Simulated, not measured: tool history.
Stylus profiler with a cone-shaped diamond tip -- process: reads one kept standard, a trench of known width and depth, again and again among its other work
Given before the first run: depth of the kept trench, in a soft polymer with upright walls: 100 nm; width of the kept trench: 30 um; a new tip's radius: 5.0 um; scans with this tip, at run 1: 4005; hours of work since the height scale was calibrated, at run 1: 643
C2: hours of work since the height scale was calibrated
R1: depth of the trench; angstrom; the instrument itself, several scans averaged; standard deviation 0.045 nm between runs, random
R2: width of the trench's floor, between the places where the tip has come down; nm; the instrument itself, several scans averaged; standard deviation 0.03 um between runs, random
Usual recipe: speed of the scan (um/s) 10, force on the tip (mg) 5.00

Run 1, hour 0.0: usual settings; scans with this tip 4005; C2 643. Result: R1 1019.8 angstrom, R2 27760 nm.
Run 2, hour 17.0: usual settings; scans with this tip 4066; C2 653. Result: R1 1019.6 angstrom, R2 27760 nm.
Run 3, hour 39.7: usual settings; scans with this tip 4147; C2 666. Result: R1 1019.4 angstrom, R2 27700 nm.
Run 4, hour 62.0: usual settings; scans with this tip 4228; C2 679. Result: R1 1018.9 angstrom, R2 27710 nm.
Run 5, hour 76.1: usual settings; scans with this tip 4278; C2 687. Result: R1 1018.0 angstrom, R2 27740 nm.
Run 6, hour 98.4: usual settings but force on the tip (mg) 1.88; scans with this tip 4358; C2 700. Result: R1 1008.9 angstrom, R2 27730 nm.
Run 7, hour 118.0: usual settings but force on the tip (mg) 1.88; scans with this tip 4429; C2 711. Result: R1 1008.6 angstrom, R2 27650 nm.
Run 8, hour 147.2: usual settings but speed of the scan (um/s) 8, force on the tip (mg) 1.88; scans with this tip 4534; C2 728. Result: R1 1008.8 angstrom, R2 27650 nm.
Run 9, hour 165.1: usual settings but speed of the scan (um/s) 8, force on the tip (mg) 1.88; scans with this tip 4598; C2 738. Result: R1 1008.2 angstrom, R2 27730 nm.
Run 10, hour 178.5: usual settings but force on the tip (mg) 6.40; scans with this tip 4646; C2 746. Result: R1 1023.3 angstrom, R2 27700 nm.
Run 11, hour 206.1: usual settings but force on the tip (mg) 6.40; scans with this tip 4745; C2 762. Result: R1 1022.2 angstrom, R2 27730 nm.
Run 12, hour 229.6: usual settings but force on the tip (mg) 6.40; scans with this tip 4830; C2 776. Result: R1 1022.3 angstrom, R2 27680 nm.
Run 13, hour 250.8: usual settings but speed of the scan (um/s) 22; scans with this tip 4906; C2 788. Result: R1 1018.3 angstrom, R2 27650 nm.
Run 14, hour 281.9: usual settings; scans with this tip 5018; C2 806. Result: R1 1018.1 angstrom, R2 27650 nm.
Run 15, hour 300.7: usual settings but speed of the scan (um/s) 33; scans with this tip 5085; C2 816. Result: R1 1018.8 angstrom, R2 27630 nm.
Run 16, hour 329.3: usual settings but speed of the scan (um/s) 33; scans with this tip 5188; C2 833. Result: R1 1018.1 angstrom, R2 27610 nm.
Run 17, hour 348.5: usual settings but speed of the scan (um/s) 33; scans with this tip 5257; C2 844. Result: R1 1018.3 angstrom, R2 27570 nm.
Run 18, hour 361.1: usual settings; scans with this tip 5302; C2 851. Result: R1 1018.2 angstrom, R2 27620 nm.
Run 19, hour 376.7: usual settings; scans with this tip 5358; C2 860. Result: R1 1019.0 angstrom, R2 27640 nm.
Run 20, hour 396.0: usual settings; scans with this tip 5427; C2 871. Result: R1 1018.2 angstrom, R2 27680 nm.
Run 21, hour 422.9: usual settings; scans with this tip 5524; C2 887. Result: R1 1019.0 angstrom, R2 27620 nm.
Run 22, hour 452.8: usual settings; scans with this tip 5632; C2 904. Result: R1 1018.1 angstrom, R2 27580 nm.
Run 23, hour 482.5: usual settings; scans with this tip 5738; C2 921. Result: R1 1018.4 angstrom, R2 27650 nm.
Run 24, hour 505.6: usual settings but speed of the scan (um/s) 11; scans with this tip 5821; C2 935. Result: R1 1017.9 angstrom, R2 27630 nm.
At hour 507.7: height scale calibrated on a step standard.
Run 25, hour 532.2: usual settings but speed of the scan (um/s) 12, force on the tip (mg) 1.91; scans with this tip 5915; C2 14. Result: R1 1007.2 angstrom, R2 27610 nm.
Run 26, hour 558.2: usual settings but speed of the scan (um/s) 12, force on the tip (mg) 1.91; scans with this tip 6008; C2 29. Result: R1 1006.9 angstrom, R2 27590 nm.
Run 27, hour 571.6: usual settings but speed of the scan (um/s) 16, force on the tip (mg) 1.94; scans with this tip 6057; C2 37. Result: R1 1006.7 angstrom, R2 27590 nm.
At hour 582.8: height scale calibrated on a step standard, once more.
Run 28, hour 600.6: usual settings but speed of the scan (um/s) 6, force on the tip (mg) 2.62; scans with this tip 6159; C2 10. Result: R1 1014.0 angstrom, R2 27590 nm.
Run 29, hour 626.2: usual settings but speed of the scan (um/s) 29, force on the tip (mg) 2.61; scans with this tip 6251; C2 25. Result: R1 1014.5 angstrom, R2 27550 nm.
Run 30, hour 655.6: usual settings but speed of the scan (um/s) 9, force on the tip (mg) 11.35; scans with this tip 6356; C2 42. Result: R1 1037.1 angstrom, R2 27600 nm.
Run 31, hour 670.2: usual settings but speed of the scan (um/s) 9, force on the tip (mg) 11.35; scans with this tip 6409; C2 50. Result: R1 1036.7 angstrom, R2 27600 nm.
Run 32, hour 693.7: usual settings but force on the tip (mg) 12.44; scans with this tip 6493; C2 64. Result: R1 1039.8 angstrom, R2 27610 nm.
Run 33, hour 707.5: usual settings but speed of the scan (um/s) 25, force on the tip (mg) 7.17; scans with this tip 6543; C2 72. Result: R1 1027.7 angstrom, R2 27520 nm.
Run 34, hour 720.7: usual settings but speed of the scan (um/s) 2, force on the tip (mg) 2.48; scans with this tip 6590; C2 80. Result: R1 1013.5 angstrom, R2 27600 nm.
Run 35, hour 735.4: usual settings but speed of the scan (um/s) 7, force on the tip (mg) 3.32; scans with this tip 6643; C2 88. Result: R1 1016.2 angstrom, R2 27550 nm.
Run 36, hour 748.1: usual settings but speed of the scan (um/s) 3, force on the tip (mg) 3.37; scans with this tip 6689; C2 95. Result: R1 1016.2 angstrom, R2 27560 nm.
Run 37, hour 777.0: usual settings but speed of the scan (um/s) 3, force on the tip (mg) 3.37; scans with this tip 6792; C2 112. Result: R1 1016.4 angstrom, R2 27520 nm.
Run 38, hour 804.3: usual settings but force on the tip (mg) 3.56; scans with this tip 6891; C2 128. Result: R1 1016.7 angstrom, R2 27600 nm.
Run 39, hour 834.7: usual settings but speed of the scan (um/s) 2, force on the tip (mg) 1.98; scans with this tip 7000; C2 145. Result: R1 1010.5 angstrom, R2 27500 nm.
Run 40, hour 858.1: usual settings but speed of the scan (um/s) 11, force on the tip (mg) 13.70; scans with this tip 7084; C2 159. Result: R1 1041.0 angstrom, R2 27530 nm.
Run 41, hour 880.5: usual settings but speed of the scan (um/s) 9, force on the tip (mg) 7.22; scans with this tip 7164; C2 172. Result: R1 1027.0 angstrom, R2 27520 nm.
Run 42, hour 901.8: usual settings but speed of the scan (um/s) 24, force on the tip (mg) 3.74; scans with this tip 7241; C2 184. Result: R1 1017.3 angstrom, R2 27510 nm.
Run 43, hour 920.3: usual settings but speed of the scan (um/s) 8, force on the tip (mg) 6.93; scans with this tip 7307; C2 195. Result: R1 1025.8 angstrom, R2 27530 nm.
Run 44, hour 934.9: usual settings but speed of the scan (um/s) 3, force on the tip (mg) 1.78; scans with this tip 7360; C2 203. Result: R1 1010.8 angstrom, R2 27520 nm.
Run 45, hour 954.6: usual settings but speed of the scan (um/s) 17, force on the tip (mg) 6.10; scans with this tip 7431; C2 215. Result: R1 1024.2 angstrom, R2 27500 nm.
Run 46, hour 973.8: usual settings but force on the tip (mg) 6.10; scans with this tip 7500; C2 226. Result: R1 1024.2 angstrom, R2 27470 nm.
Run 47, hour 993.7: usual settings but speed of the scan (um/s) 7, force on the tip (mg) 8.70; scans with this tip 7571; C2 237. Result: R1 1030.3 angstrom, R2 27520 nm.

For some of the steps in R1 from one run to the next: how much would appear even if the tool had no hidden state, given the settings, what came in and random variation, and how much remains for the hidden state plus any gauge scatter that the measured result and the result without hidden state don't share?
Hidden conditions of the tool in this case: radius of the tip, um; height scale over the true one, %; drift of the gauge itself on depth_nm, %; drift of the gauge itself on floor_um, %.
Run 9 -> 10: speed of the scan (um/s) 8 -> 10, force on the tip (mg) 1.88 -> 6.40. R1 +15.1 angstrom: hidden state -0.1, all else +15.2.
Run 24 -> 25: speed of the scan (um/s) 11 -> 12, force on the tip (mg) 5.00 -> 1.91, height scale calibrated on a step standard. R1 -10.7 angstrom: hidden state -0.8, all else -9.9.
Run 27 -> 28: speed of the scan (um/s) 16 -> 6, force on the tip (mg) 1.94 -> 2.62, height scale calibrated on a step standard, once more. R1 +7.3 angstrom: hidden state +4.5, all else +2.8.
Run 28 -> 29: speed of the scan (um/s) 6 -> 29, force on the tip (mg) 2.62 -> 2.61. R1 +0.5 angstrom: hidden state -0.2, all else +0.7.
Run 29 -> 30: speed of the scan (um/s) 29 -> 9, force on the tip (mg) 2.61 -> 11.35. R1 +22.6 angstrom: hidden state +0.0, all else +22.6.
Run 39 -> 40: speed of the scan (um/s) 2 -> 11, force on the tip (mg) 1.98 -> 13.70. R1 +30.5 angstrom: hidden state -0.1, all else +30.6.
